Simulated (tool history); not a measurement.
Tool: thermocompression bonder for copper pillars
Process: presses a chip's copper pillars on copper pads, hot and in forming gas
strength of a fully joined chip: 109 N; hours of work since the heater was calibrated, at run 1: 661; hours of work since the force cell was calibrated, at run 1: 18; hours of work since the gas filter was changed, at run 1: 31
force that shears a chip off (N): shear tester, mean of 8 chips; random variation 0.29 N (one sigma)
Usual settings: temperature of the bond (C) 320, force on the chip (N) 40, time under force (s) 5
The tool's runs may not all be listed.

run   hour  temperature of the bond (C)  force on the chip (N)  time under force (s)  hours of work since the heater was calibrated  hours of work since the force cell was calibrated  hours of work since the gas filter was changed  force that shears a chip off (N)
  1      0                          320                     40                     5                                            661                                                 18                                              31                              78.2
  2   16.5                          320                     40                     5                                            669                                                 27                                              39                                78
  3   31.8                          320                     40                     4                                            677                                                 34                                              47                              73.6
  4   43.1                          320                     50                     5                                            683                                                 40                                              53                              88.6
  5   55.9                          320                     50                     5                                            689                                                 46                                              59                              87.6
  6   65.3                          324                     40                     5                                            694                                                 51                                              64                              79.5
      68.5  -- heater calibrated with a thermocouple chip
  7   75.7                          324                     40                     5                                              4                                                 55                                              68                              80.3
  8   87.6                          320                     42                     8                                             10                                                 61                                              74                              89.2
  9   99.8                          330                     55                     6                                             16                                                 67                                              80                                98
 10  116.4                          305                     40                     7                                             24                                                 76                                              88                              76.5
 11  131.5                          312                     53                    12                                             32                                                 83                                              96                              99.1

Run 12 comes next. What will it give?
 12  145.6                          312                     38                    11                                             39                                                 90                                             103                                 ?

Run 12 gave force that shears a chip off (N) 85.2.
Without the tool's hidden state the same run would have given force that shears a chip off (N) 84.
